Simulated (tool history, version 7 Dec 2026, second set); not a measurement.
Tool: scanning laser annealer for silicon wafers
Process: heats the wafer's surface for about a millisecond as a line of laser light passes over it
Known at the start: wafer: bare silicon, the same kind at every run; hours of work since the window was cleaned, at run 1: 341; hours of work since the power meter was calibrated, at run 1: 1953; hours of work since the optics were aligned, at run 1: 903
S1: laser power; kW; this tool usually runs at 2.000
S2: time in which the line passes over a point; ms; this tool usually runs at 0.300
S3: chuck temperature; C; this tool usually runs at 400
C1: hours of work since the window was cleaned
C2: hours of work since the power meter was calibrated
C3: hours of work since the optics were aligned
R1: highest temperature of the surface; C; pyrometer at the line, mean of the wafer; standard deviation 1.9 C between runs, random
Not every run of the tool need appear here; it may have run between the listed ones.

run      day     S1     S2   S3   C1    C2    C3    R1
  1    0.000  2.000  0.300  400  341  1953   903  1237
  2    2.179  2.000  0.300  400  372  1984   935  1237
  3    4.750  2.000  0.300  407  410  2022   972  1241
  4    7.592  2.000  0.300  407  451  2063  1013  1240
  5   10.758  1.750  0.300  400  497  2109  1060  1137
  6   13.800  1.750  0.300  400  542  2154  1104  1140
  7   16.258  1.750  0.300  400  577  2189  1140  1138
  8   18.946  1.750  0.341  400  617  2228  1179  1195
  9   22.342  2.000  0.300  400  666  2278  1228  1235
 10   25.912  1.928  0.300  400  718  2330  1280  1208
 11   29.158  2.000  0.300  381  765  2377  1327  1216
 12   31.579  2.000  0.300  381  800  2412  1363  1215
 13   34.646  2.000  0.300  431  845  2457  1407  1268
      35.733  -- optics aligned, line set to its width
 14   37.229  2.000  0.300  413  880  2492    22  1246
 15   40.662  2.000  0.352  400  930  2542    72  1312
      42.921  -- window over the wafer cleaned
 16   43.854  2.000  0.274  400   14  2587   117  1196
 17   46.254  2.000  0.274  400   48  2622   152  1194
 18   48.946  2.000  0.274  400   88  2661   191  1194
 19   50.908  2.000  0.300  400  116  2689   220  1234
 20   54.362  2.000  0.300  400  167  2740   270  1238
 21   57.538  2.025  0.347  439  213  2786   316  1354
 22   60.933  1.793  0.231  439  262  2835   366  1094
 23   63.188  2.197  0.234  395  295  2868   398  1192
 24   64.675  2.012  0.368  395  317  2890   420  1334
 25   66.850  2.113  0.273  409  348  2922   452  1244
 26   69.767  1.777  0.283  408  391  2964   494  1130
 27   72.146  1.777  0.219  408  425  2999   529  1041
 28   73.908  1.878  0.324  378  451  3024   554  1196
 29   75.925  1.878  0.324  378  480  3054   584  1199
 30   78.512  1.878  0.324  378  518  3091   622  1198
 31   80.317  1.716  0.324  395  544  3118   648  1154
 32   82.283  1.716  0.344  395  573  3146   676  1176
 33   84.771  1.716  0.344  395  609  3182   713  1176
 34   86.300  1.716  0.245  391  631  3205   735  1041
 35   88.517  2.072  0.283  391  664  3237   767  1224
 36   91.183  2.072  0.283  391  703  3276   806  1227
      91.942  -- laser's power meter calibrated
 37   94.117  2.072  0.283  391  743    32   847  1228
 38   96.617  2.072  0.283  391  780    68   883  1228
 39   98.071  1.726  0.323  422  801    89   904  1180
 40  101.354  1.996  0.363  422  849   137   952  1346

Alternative continuations, all from the tool just after run 40; predict every row:
  A  104.058  1.727  0.300  374  888  176  992   ?
  B  104.058  2.150  0.363  427  888  176  992   ?
  C  104.058  2.022  0.300  388  888  176  992   ?
  D  104.058  1.928  0.220  400  888  176  992   ?

run    R1
  A  1101
  B  1418
  C  1231
  D  1082
Without the tool's unlogged condition, the same runs would have read:
run    R1
  A  1102
  B  1419
  C  1232
  D  1082
